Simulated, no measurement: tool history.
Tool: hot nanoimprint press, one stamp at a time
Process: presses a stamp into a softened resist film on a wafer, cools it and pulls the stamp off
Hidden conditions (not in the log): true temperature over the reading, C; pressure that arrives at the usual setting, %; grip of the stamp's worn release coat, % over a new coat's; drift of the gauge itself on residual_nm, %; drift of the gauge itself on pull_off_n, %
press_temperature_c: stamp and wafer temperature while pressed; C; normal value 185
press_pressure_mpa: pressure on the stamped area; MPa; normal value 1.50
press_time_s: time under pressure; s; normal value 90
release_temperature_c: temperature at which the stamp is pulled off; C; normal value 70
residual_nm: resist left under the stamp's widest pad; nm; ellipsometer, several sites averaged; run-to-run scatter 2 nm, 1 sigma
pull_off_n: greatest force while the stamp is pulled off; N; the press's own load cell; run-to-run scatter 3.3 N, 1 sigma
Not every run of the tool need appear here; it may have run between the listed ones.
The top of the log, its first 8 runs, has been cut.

run,hour,press_temperature_c,press_pressure_mpa,press_time_s,release_temperature_c,hours of work since the thermocouple was calibrated,imprints on the stamp's release coat,hours of work since the press's seals were changed,residual_nm,pull_off_n
9,328.1,185,1.33,90,70,114,298,556,340.0,166
10,357.6,185,1.33,90,70,136,465,578,344.2,167
11,395.8,185,1.33,90,70,165,681,607,343.7,172
# hour 407.8: press's hydraulic seals changed and the load cell set to zero
12,427.3,185,1.33,90,70,182,814,15,339.4,174
13,473.8,185,1.33,90,70,217,1078,49,343.9,185
14,503.2,185,1.33,90,70,239,1244,71,346.1,194
# hour 531.7: plate thermocouple calibrated
15,531.7,185,1.33,90,70,0,1389,90,331.3,192
# hour 545.8: stamp cleaned and given a new release coat
16,580.9,188,1.50,90,70,32,199,123,277.8,157
17,616.0,190,1.50,52,70,59,398,149,322.8,170
18,644.4,185,1.74,178,63,80,559,170,226.8,181
19,682.8,185,0.92,90,70,109,776,199,392.0,174
20,727.0,175,2.24,83,76,142,1026,232,447.3,170
21,758.8,175,2.24,83,76,165,1207,256,445.3,174
22,781.2,183,1.21,63,68,182,1334,273,436.2,192
# hour 802.4: stamp cleaned and given a new release coat
23,814.6,183,1.21,63,68,203,69,293,434.6,162
24,862.5,183,1.21,143,57,239,341,329,332.8,177
25,887.6,185,1.50,66,63,257,483,348,375.5,182
# hour 893.5: plate thermocouple calibrated
26,924.2,189,1.50,90,70,23,673,373,270.0,174
27,959.2,185,1.50,50,70,49,871,399,405.1,182
28,1008.2,185,1.50,50,70,86,1149,436,406.2,181
29,1050.0,185,1.50,50,70,117,1386,467,409.3,187
# hour 1063.8: stamp cleaned and given a new release coat
30,1079.4,185,1.12,50,70,135,89,484,446.4,161

Here are 3 independent what-if runs from the current tool condition. What would each one return?
A,1108.4,194,1.50,52,75,156,253,506,?,?
B,1108.4,185,1.50,107,70,156,253,506,?,?
C,1108.4,187,1.89,90,78,156,253,506,?,?

run,residual_nm,pull_off_n
A,277.8,158
B,310.5,164
C,276.8,153
What these runs would have given with no unlogged condition in the tool:
run,residual_nm,pull_off_n
A,264.6,151
B,295.4,157
C,261.7,146
